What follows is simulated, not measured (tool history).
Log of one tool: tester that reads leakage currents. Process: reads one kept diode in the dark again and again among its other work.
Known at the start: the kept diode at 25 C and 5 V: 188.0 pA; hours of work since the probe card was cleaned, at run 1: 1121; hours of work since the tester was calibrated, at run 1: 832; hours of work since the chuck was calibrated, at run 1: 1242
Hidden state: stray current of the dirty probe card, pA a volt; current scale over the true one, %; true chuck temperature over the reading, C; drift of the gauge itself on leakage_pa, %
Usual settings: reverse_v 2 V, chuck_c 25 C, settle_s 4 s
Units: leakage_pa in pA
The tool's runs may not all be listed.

| run | hour | reverse_v | chuck_c | settle_s | hours of work since the probe card was cleaned | hours of work since the tester was calibrated | hours of work since the chuck was calibrated | leakage_pa |
|---|---|---|---|---|---|---|---|---|
| 1 | 0 | 2 | 25 | 4 | 1121 | 832 | 1242 | 122.31 |
| 2 | 121.7 | 2 | 25 | 4 | 1201 | 912 | 1322 | 122.16 |
| 3 | 247.9 | 2 | 20 | 4 | 1284 | 994 | 1405 | 85.61 |
| 4 | 341.1 | 8.57 | 25 | 4 | 1345 | 1056 | 1466 | 268.35 |
| 5 | 497.3 | 8.57 | 25 | 4 | 1448 | 1158 | 1569 | 269.21 |
| 6 | 569.6 | 2 | 25 | 4 | 1495 | 1206 | 1616 | 122.81 |
| 7 | 656.3 | 2 | 25 | 4 | 1552 | 1263 | 1673 | 124.5 |
| 8 | 766.6 | 2 | 25 | 4 | 1625 | 1335 | 1746 | 123.52 |
| 9 | 851.2 | 4.63 | 25 | 4 | 1680 | 1391 | 1801 | 196.08 |
| 10 | 983 | 4.63 | 25 | 4 | 1767 | 1477 | 1888 | 196 |
| 11 | 1046.9 | 4.63 | 57 | 4 | 1809 | 1519 | 1930 | 1519.86 |
|  | 1058.5 | chuck's temperature calibrated |
| 12 | 1200.1 | 1.37 | 57 | 6.59 | 1908 | 1618 | 93 | 812.58 |
| 13 | 1271.6 | 1.57 | 24 | 2.9 | 1955 | 1665 | 140 | 104.98 |
| 14 | 1373.6 | 2 | 25 | 0.73 | 2022 | 1732 | 207 | 128.36 |
|  | 1496.7 | probe card cleaned and baked |
| 15 | 1507.1 | 8.99 | 34 | 4.14 | 7 | 1818 | 293 | 521.62 |
| 16 | 1659.5 | 7.6 | 21 | 4.14 | 107 | 1918 | 393 | 191.82 |
|  | 1725.7 | chuck's temperature calibrated, once more |
| 17 | 1780.4 | 3.64 | 30 | 1 | 185 | 1996 | 36 | 231.72 |

The next listed run, before its measurement:
| 18 | 1935.7 | 3.64 | 27 | 1.12 | 287 | 2098 | 138 | ? |

leakage_pa: 188.84 pA
Without the tool's hidden state the same run would have given leakage_pa 183.71 pA.
